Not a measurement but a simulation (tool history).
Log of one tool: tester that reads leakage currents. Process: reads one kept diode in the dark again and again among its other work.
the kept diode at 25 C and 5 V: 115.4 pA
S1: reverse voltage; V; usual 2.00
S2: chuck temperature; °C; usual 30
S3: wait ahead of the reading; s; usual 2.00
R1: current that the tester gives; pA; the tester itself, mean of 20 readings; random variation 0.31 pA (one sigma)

run      day     S1  S2    S3      R1
  1    0.000   2.00  30  2.00  104.69
  2    4.842   2.00  30  2.00  105.61
  3   14.517   2.00  30  2.00  106.48
  4   20.012   2.00  47  2.00  327.73
  5   28.992   2.00  47  2.00  328.03
  6   38.625   2.00  47  2.00  331.58
  7   46.312   2.00  47  2.00  333.03
  8   51.038   2.00  47  2.00  335.48
  9   60.429   2.00  30  0.44  114.04
      63.929  -- probe card cleaned and baked
 10   65.171   2.00  30  2.00  109.37
 11   71.725   2.00  30  2.00  111.42
 12   78.879   1.60  30  2.00   99.41
      82.738  -- chuck's temperature calibrated
 13   87.354   1.60  30  2.00  106.79
 14   94.696   1.60  34  2.00  141.09
 15  103.217  19.80  34  2.00  555.09
 16  111.596  19.80  34  2.00  561.99
 17  119.092   2.00  30  2.00  124.39
     120.179  -- chuck's temperature calibrated, once more
 18  127.021   2.00  30  2.00  105.46
 19  136.308   2.00  30  2.00  106.29
 20  145.346   2.00  30  2.95  107.17
 21  153.512   2.04  41  4.70  227.56
 22  159.408   2.04  41  4.70  228.70
 23  164.625   2.04  41  4.70  230.16
 24  174.104   2.00  30  0.74  112.19
 25  178.888   2.00  22  0.45   65.27
 26  187.346   2.00  22  0.45   65.84
 27  192.304   2.43  29  2.37  117.21
 28  197.092   2.43  29  2.37  118.45
     198.975  -- probe card cleaned and baked
 29  204.962   1.80  29  1.26   99.17
 30  212.746  17.10  40  2.83  703.18
     214.696  -- chuck's temperature calibrated
 31  218.462   1.15  30  0.62   78.56
 32  226.529   1.15  30  0.62   79.30
 33  231.096  11.75  30  0.62  283.24
 34  236.671  11.75  30  0.62  287.58
 35  244.579   2.00  30  2.11  108.29
 36  252.096   2.00  30  1.30  109.12
 37  256.725   2.00  30  1.30  110.59
 38  265.088  18.05  35  1.30  519.21
 39  270.071  18.05  35  1.30  522.02

Forecast each of these 4 alternatives for the next run:
     273.454  -- tester calibrated
  A  278.079  2.00  30  0.74   ?
     273.454  -- tester calibrated
  B  278.079  6.23  44  6.65   ?
     273.454  -- tester calibrated
  C  278.079  9.17  53  1.38   ?
     273.454  -- tester calibrated
  D  278.079  3.20  30  5.88   ?

run       R1
  A   110.12
  B   512.61
  C  1087.10
  D   141.55
Without the tool's hidden state the same runs would have given:
run       R1
  A   101.74
  B   478.22
  C  1020.56
  D   130.27

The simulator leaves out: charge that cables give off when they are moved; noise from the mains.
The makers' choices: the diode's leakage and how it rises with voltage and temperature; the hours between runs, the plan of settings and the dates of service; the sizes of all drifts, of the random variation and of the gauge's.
